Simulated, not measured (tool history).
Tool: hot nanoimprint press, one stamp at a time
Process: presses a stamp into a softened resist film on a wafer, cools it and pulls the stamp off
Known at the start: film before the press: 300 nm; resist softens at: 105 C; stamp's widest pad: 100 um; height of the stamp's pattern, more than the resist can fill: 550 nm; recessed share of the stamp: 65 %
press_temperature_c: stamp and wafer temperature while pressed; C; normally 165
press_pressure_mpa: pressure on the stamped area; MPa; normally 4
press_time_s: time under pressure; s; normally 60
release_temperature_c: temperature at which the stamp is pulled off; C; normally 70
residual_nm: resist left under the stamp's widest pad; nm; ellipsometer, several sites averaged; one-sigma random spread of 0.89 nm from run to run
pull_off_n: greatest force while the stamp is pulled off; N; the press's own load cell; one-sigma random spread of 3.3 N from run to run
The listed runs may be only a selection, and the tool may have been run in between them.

| run | hour | press_temperature_c | press_pressure_mpa | press_time_s | release_temperature_c | residual_nm | pull_off_n |
|---|---|---|---|---|---|---|---|
| 1 | 0 | 165 | 4 | 60 | 70 | 151 | 171 |
| 2 | 27.5 | 165 | 4 | 60 | 70 | 151 | 168 |
| 3 | 60 | 165 | 4 | 60 | 70 | 149.6 | 175 |
|  | 82.5 | stamp cleaned and given a new release coat |
| 4 | 97 | 165 | 4 | 60 | 70 | 150.6 | 163 |
| 5 | 141.3 | 165 | 4 | 45 | 70 | 164.4 | 160 |
| 6 | 164 | 165 | 4 | 45 | 70 | 162.9 | 162 |
|  | 171.4 | plate thermocouple calibrated |
| 7 | 212.2 | 165 | 4 | 45 | 70 | 161.7 | 173 |
| 8 | 248.3 | 163 | 4 | 60 | 57 | 153.2 | 225 |
|  | 257.8 | plate thermocouple calibrated, once more |
|  | 279.3 | stamp cleaned and given a new release coat |
| 9 | 283.3 | 163 | 4 | 60 | 57 | 167 | 217 |
| 10 | 332.6 | 163 | 4 | 60 | 57 | 168.3 | 221 |
| 11 | 372.9 | 163 | 4 | 71 | 57 | 157.6 | 218 |
| 12 | 415.1 | 155 | 5.41 | 45 | 65 | 198.7 | 199 |
|  | 467.4 | stamp cleaned and given a new release coat |
| 13 | 467.4 | 167 | 5.41 | 45 | 76 | 140.3 | 134 |

4 options for the next run, each taken on its own from the tool as it stands now. Forecast them:
| A | 495.8 | 167 | 4.35 | 45 | 76 | ? | ? |
| B | 495.8 | 167 | 4.32 | 86 | 76 | ? | ? |
| C | 495.8 | 153 | 4 | 80 | 59 | ? | ? |
| D | 495.8 | 162 | 4 | 60 | 70 | ? | ? |

| run | residual_nm | pull_off_n |
|---|---|---|
| A | 154.2 | 140 |
| B | 125.7 | 143 |
| C | 202.8 | 205 |
| D | 167.2 | 166 |
Without the tool's hidden state the same runs would have given:
| run | residual_nm | pull_off_n |
|---|---|---|
| A | 153.2 | 139 |
| B | 124.8 | 143 |
| C | 202.7 | 203 |
| D | 166.7 | 165 |
